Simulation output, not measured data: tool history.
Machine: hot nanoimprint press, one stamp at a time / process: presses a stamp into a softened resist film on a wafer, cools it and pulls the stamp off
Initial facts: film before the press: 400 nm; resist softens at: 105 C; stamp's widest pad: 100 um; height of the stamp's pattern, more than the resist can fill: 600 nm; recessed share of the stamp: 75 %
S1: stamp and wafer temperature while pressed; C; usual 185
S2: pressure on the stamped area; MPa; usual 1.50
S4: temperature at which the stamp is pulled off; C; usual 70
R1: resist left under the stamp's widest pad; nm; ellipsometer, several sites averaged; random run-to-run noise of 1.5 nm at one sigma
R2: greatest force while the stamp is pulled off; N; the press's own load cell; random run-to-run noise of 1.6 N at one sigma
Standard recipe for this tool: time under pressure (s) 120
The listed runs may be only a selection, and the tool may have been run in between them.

{"run": 1, "hour": 0.0, "S1": 185, "S2": 1.5, "time under pressure (s)": 120, "S4": 70, "R1": 221.5, "R2": 158}
{"run": 2, "hour": 43.1, "S1": 183, "S2": 1.5, "time under pressure (s)": 120, "S4": 70, "R1": 237.2, "R2": 157}
{"run": 3, "hour": 101.5, "S1": 185, "S2": 1.5, "time under pressure (s)": 120, "S4": 70, "R1": 222.1, "R2": 161}
{"run": 4, "hour": 147.5, "S1": 185, "S2": 1.5, "time under pressure (s)": 120, "S4": 70, "R1": 221.0, "R2": 163}
{"run": 5, "hour": 194.7, "S1": 185, "S2": 1.5, "time under pressure (s)": 120, "S4": 70, "R1": 220.7, "R2": 162}
{"run": 6, "hour": 270.5, "S1": 185, "S2": 1.5, "time under pressure (s)": 120, "S4": 70, "R1": 218.8, "R2": 163}
{"run": 7, "hour": 335.8, "S1": 185, "S2": 1.5, "time under pressure (s)": 120, "S4": 70, "R1": 236.7, "R2": 168}
{"run": 8, "hour": 396.9, "S1": 185, "S2": 1.5, "time under pressure (s)": 120, "S4": 70, "R1": 236.3, "R2": 171}
{"run": 9, "hour": 479.1, "S1": 185, "S2": 1.5, "time under pressure (s)": 120, "S4": 70, "R1": 234.9, "R2": 159}
{"run": 10, "hour": 526.7, "S1": 185, "S2": 1.5, "time under pressure (s)": 112, "S4": 70, "R1": 239.2, "R2": 160}
{"run": 11, "hour": 604.4, "S1": 185, "S2": 1.5, "time under pressure (s)": 112, "S4": 70, "R1": 239.4, "R2": 161}
{"run": 12, "hour": 674.6, "S1": 177, "S2": 1.47, "time under pressure (s)": 120, "S4": 71, "R1": 301.3, "R2": 162}
{"run": 13, "hour": 751.6, "S1": 177, "S2": 1.47, "time under pressure (s)": 120, "S4": 71, "R1": 299.9, "R2": 165}
{"run": 14, "hour": 819.6, "S1": 177, "S2": 1.47, "time under pressure (s)": 120, "S4": 71, "R1": 302.9, "R2": 164}
{"run": 15, "hour": 853.3, "S1": 178, "S2": 0.99, "time under pressure (s)": 163, "S4": 67, "R1": 305.2, "R2": 172}
{"run": 16, "hour": 916.8, "S1": 185, "S2": 1.5, "time under pressure (s)": 65, "S4": 70, "R1": 271.9, "R2": 170}
{"run": 17, "hour": 990.1, "S1": 185, "S2": 1.5, "time under pressure (s)": 65, "S4": 70, "R1": 272.7, "R2": 154}
{"run": 18, "hour": 1032.6, "S1": 175, "S2": 1.56, "time under pressure (s)": 65, "S4": 70, "R1": 343.2, "R2": 156}
{"run": 19, "hour": 1069.6, "S1": 190, "S2": 0.97, "time under pressure (s)": 141, "S4": 69, "R1": 218.9, "R2": 160}
{"run": 20, "hour": 1151.6, "S1": 190, "S2": 0.97, "time under pressure (s)": 141, "S4": 77, "R1": 218.6, "R2": 150}
{"run": 21, "hour": 1216.6, "S1": 190, "S2": 0.97, "time under pressure (s)": 141, "S4": 77, "R1": 221.1, "R2": 152}

Not shown: 3 entries that the log had between the listed runs. Between which runs, and how does the tool's hidden state differ before and after?
From run 6 to run 7: plate thermocouple calibrated (hour 323.3)
  true temperature over the reading, C: 2.29 -> 0.23; pressure that arrives at the usual setting, %: 97.36 -> 97.13; grip of the stamp's worn release coat, % over a new coat's: 6.2 -> 7.3
  measured result minus the result with no hidden state, R1: -16.0 -> +1.0 nm; R2: +7 -> +11 N
From run 8 to run 9: stamp cleaned and given a new release coat (hour 447.6)
  true temperature over the reading, C: 0.34 -> 0.46; pressure that arrives at the usual setting, %: 96.88 -> 96.59; grip of the stamp's worn release coat, % over a new coat's: 8.3 -> 0.5
  measured result minus the result with no hidden state, R1: +0.3 -> -0.5 nm; R2: +12 -> +1 N
From run 16 to run 17: stamp cleaned and given a new release coat (hour 989.6)
  true temperature over the reading, C: 1.24 -> 1.36; pressure that arrives at the usual setting, %: 94.93 -> 94.69; grip of the stamp's worn release coat, % over a new coat's: 8 -> 0
  measured result minus the result with no hidden state, R1: -4.8 -> -5.7 nm; R2: +11 -> -2 N

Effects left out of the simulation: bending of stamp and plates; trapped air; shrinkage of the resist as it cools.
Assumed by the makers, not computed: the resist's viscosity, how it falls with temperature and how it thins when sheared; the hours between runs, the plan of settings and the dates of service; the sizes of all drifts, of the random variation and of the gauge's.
